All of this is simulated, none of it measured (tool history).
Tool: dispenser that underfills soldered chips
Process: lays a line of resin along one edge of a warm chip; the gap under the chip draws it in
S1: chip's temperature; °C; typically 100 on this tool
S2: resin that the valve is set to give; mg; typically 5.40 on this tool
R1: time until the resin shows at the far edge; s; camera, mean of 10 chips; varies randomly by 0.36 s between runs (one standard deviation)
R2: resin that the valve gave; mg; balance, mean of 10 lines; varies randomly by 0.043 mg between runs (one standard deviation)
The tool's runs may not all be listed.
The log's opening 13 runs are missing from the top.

run,hour,S1,S2,R1,R2
# hour 53.5: new syringe of resin
14,55.1,100,6.52,21.0,6.38
15,59.1,100,5.01,26.2,4.97
# hour 63.3: new syringe of resin
16,64.1,100,6.15,20.5,6.09
17,66.5,100,5.40,22.8,5.38
18,68.7,100,5.40,24.8,5.35
# hour 73.4: new syringe of resin
19,73.4,98,5.95,21.4,5.83
20,75.5,90,5.47,30.9,5.37
21,77.9,90,5.47,34.1,5.40
22,82.8,88,5.81,45.5,5.79
# hour 83.5: new syringe of resin
23,87.8,103,5.40,22.2,5.39

Expected results for the next run?
24,91.4,103,5.95,?,?

{"run 24": {"R1": 25.4, "R2": 5.9}}
Take away the tool's hidden state, keep the run-to-run variation as it was, and the same run would have given R1 18.4 s, R2 6.00 mg.

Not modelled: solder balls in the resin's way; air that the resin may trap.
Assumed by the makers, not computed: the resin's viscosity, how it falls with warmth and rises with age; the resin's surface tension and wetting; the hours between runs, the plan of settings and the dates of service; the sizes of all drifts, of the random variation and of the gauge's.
